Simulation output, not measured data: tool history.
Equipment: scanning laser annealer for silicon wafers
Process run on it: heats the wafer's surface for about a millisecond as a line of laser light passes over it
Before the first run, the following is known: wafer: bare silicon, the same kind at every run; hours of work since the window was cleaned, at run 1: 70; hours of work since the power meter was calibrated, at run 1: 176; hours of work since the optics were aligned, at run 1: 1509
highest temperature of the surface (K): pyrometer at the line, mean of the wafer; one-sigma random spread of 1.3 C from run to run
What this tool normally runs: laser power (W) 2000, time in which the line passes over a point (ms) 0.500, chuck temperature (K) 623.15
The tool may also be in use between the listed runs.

run	day	laser power (W)	time in which the line passes over a point (ms)	chuck temperature (K)	hours of work since the window was cleaned	hours of work since the power meter was calibrated	hours of work since the optics were aligned	highest temperature of the surface (K)
1	0.000	2000	0.500	623.15	70	176	1509	1358.15
2	0.479	1882	0.500	623.15	78	184	1517	1311.15
3	0.788	1882	0.500	623.15	83	190	1522	1311.15
4	1.058	2000	0.500	587.15	88	194	1527	1319.15
5	1.546	2000	0.500	587.15	96	202	1535	1317.15
6	2.175	2000	0.500	623.15	107	213	1546	1354.15
7	2.546	2000	0.500	623.15	113	219	1552	1352.15
8	3.038	2000	0.500	623.15	121	228	1560	1353.15
9	3.371	2000	0.500	623.15	127	233	1566	1354.15
10	3.696	2000	0.500	623.15	132	239	1571	1353.15
11	4.142	1923	0.500	623.15	140	246	1579	1324.15
12	4.433	1923	0.358	623.15	145	251	1584	1206.15
13	4.846	2000	0.500	623.15	152	258	1591	1351.15
14	5.392	1940	0.557	585.15	161	267	1600	1336.15
15	5.896	2040	0.398	585.15	170	276	1609	1240.15
16	6.371	2040	0.398	585.15	178	284	1617	1240.15
17	6.888	2000	0.500	634.15	186	293	1625	1364.15
18	7.358	2000	0.500	604.15	194	301	1633	1333.15
19	7.838	2018	0.358	604.15	202	309	1641	1213.15
20	8.100	2048	0.358	604.15	207	313	1646	1224.15
21	8.550	1907	0.500	623.15	214	321	1654	1319.15
22	8.854	2082	0.567	588.15	220	326	1659	1400.15
23	9.258	2082	0.567	588.15	226	333	1666	1401.15
24	9.525	2117	0.391	589.15	231	337	1670	1260.15
25	10.104	2018	0.603	622.15	241	347	1680	1437.15

Here are 5 independent what-if runs from the current tool condition. What would each one return?
A	10.408	1895	0.500	616.15	246	352	1685	?
B	10.408	2018	0.533	622.15	246	352	1685	?
C	10.408	1869	0.603	622.15	246	352	1685	?
D	10.408	1739	0.430	591.15	246	352	1685	?
E	10.408	1776	0.441	592.15	246	352	1685	?

run	highest temperature of the surface (K)
A	1305.15
B	1382.15
C	1376.15
D	1173.15
E	1193.15
The same runs, with their run-to-run variation unchanged, on a tool lacking any hidden condition would have given:
run	highest temperature of the surface (K)
A	1325.15
B	1404.15
C	1398.15
D	1189.15
E	1210.15
